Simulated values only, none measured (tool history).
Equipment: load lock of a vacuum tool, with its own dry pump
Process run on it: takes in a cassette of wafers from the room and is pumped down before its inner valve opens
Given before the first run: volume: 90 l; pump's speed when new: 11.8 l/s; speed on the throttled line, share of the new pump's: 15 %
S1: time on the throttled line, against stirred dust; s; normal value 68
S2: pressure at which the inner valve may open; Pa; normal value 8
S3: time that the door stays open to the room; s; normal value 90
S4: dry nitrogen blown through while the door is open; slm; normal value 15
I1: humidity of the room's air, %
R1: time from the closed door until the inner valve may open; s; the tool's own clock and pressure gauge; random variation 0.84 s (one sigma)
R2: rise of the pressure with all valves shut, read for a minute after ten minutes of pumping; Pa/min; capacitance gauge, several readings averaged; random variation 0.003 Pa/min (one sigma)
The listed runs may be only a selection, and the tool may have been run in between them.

run,hour,S1,S2,S3,S4,I1,R1,R2
1,0.0,68,8,90,15,43.9,133.9,0.035
2,60.9,68,8,90,15,42.0,133.7,0.035
3,160.2,68,8,90,15,42.8,133.7,0.035
4,238.4,68,8,90,5,44.1,133.8,0.049
5,319.2,68,8,90,5,43.4,133.2,0.053
6,362.3,68,8,90,15,43.2,133.5,0.039
7,434.6,68,8,90,15,47.2,134.1,0.045
8,491.9,95,8,90,15,44.3,155.6,0.043
9,554.8,68,8,90,7,44.1,133.9,0.057
10,636.9,68,9,48,15,43.8,133.6,0.028
11,706.4,68,8,90,22,45.6,133.9,0.043
12,757.3,116,14,90,15,41.5,170.0,0.044
13,823.9,48,8,152,35,46.6,118.0,0.042
14,903.7,90,6,41,35,46.3,154.1,0.021

Estimate the outcome of run 15 from the log above:
15,1003.1,124,6,92,35,45.4,?,?

{"run 15": {"R1": 185.9, "R2": 0.035}}
Had the tool carried no hidden state, the very same run would have given R1 182.6 s, R2 0.024 Pa/min.
